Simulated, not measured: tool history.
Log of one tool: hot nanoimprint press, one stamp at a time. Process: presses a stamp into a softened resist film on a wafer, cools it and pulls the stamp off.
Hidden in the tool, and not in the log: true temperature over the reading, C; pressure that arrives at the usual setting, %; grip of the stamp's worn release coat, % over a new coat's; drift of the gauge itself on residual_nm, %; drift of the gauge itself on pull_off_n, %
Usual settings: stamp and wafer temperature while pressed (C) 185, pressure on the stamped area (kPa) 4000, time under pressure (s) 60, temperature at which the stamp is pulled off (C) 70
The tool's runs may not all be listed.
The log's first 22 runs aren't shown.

| run | hour | stamp and wafer temperature while pressed (C) | pressure on the stamped area (kPa) | time under pressure (s) | temperature at which the stamp is pulled off (C) | hours of work since the thermocouple was calibrated | imprints on the stamp's release coat | hours of work since the press's seals were changed | resist left under the stamp's widest pad (angstrom) | greatest force while the stamp is pulled off (N) |
|---|---|---|---|---|---|---|---|---|---|---|
| 23 | 358.5 | 184 | 4000 | 60 | 70 | 95 | 1437 | 603 | 2723 | 103 |
| 24 | 368.1 | 184 | 4000 | 39 | 70 | 100 | 1472 | 608 | 3130 | 112 |
| 25 | 390.1 | 178 | 4000 | 39 | 70 | 111 | 1552 | 620 | 3676 | 107 |
| 26 | 410.6 | 178 | 4000 | 39 | 70 | 122 | 1626 | 631 | 3650 | 107 |
| 27 | 425.9 | 178 | 4000 | 39 | 70 | 131 | 1682 | 639 | 3682 | 108 |
| 28 | 439.6 | 178 | 4000 | 39 | 70 | 138 | 1731 | 646 | 3705 | 106 |
| 29 | 458.4 | 194 | 5140 | 98 | 69 | 148 | 1800 | 656 | 1362 | 112 |
|  | 483.5 | stamp cleaned and given a new release coat |
| 30 | 484.1 | 194 | 3200 | 98 | 69 | 158 | 2 | 667 | 1723 | 94 |

Forecast each of these 4 alternatives for the next run:
| A | 504.7 | 189 | 4000 | 60 | 70 | 169 | 77 | 678 | ? | ? |
| B | 504.7 | 197 | 3400 | 98 | 61 | 169 | 77 | 678 | ? | ? |
| C | 504.7 | 194 | 4610 | 67 | 69 | 169 | 77 | 678 | ? | ? |
| D | 504.7 | 194 | 3200 | 98 | 60 | 169 | 77 | 678 | ? | ? |

| run | resist left under the stamp's widest pad (angstrom) | greatest force while the stamp is pulled off (N) |
|---|---|---|
| A | 2304 | 92 |
| B | 1495 | 107 |
| C | 1704 | 94 |
| D | 1720 | 107 |
Without the tool's hidden state the same runs would have given:
| run | resist left under the stamp's widest pad (angstrom) | greatest force while the stamp is pulled off (N) |
|---|---|---|
| A | 2244 | 91 |
| B | 1456 | 106 |
| C | 1651 | 93 |
| D | 1678 | 106 |
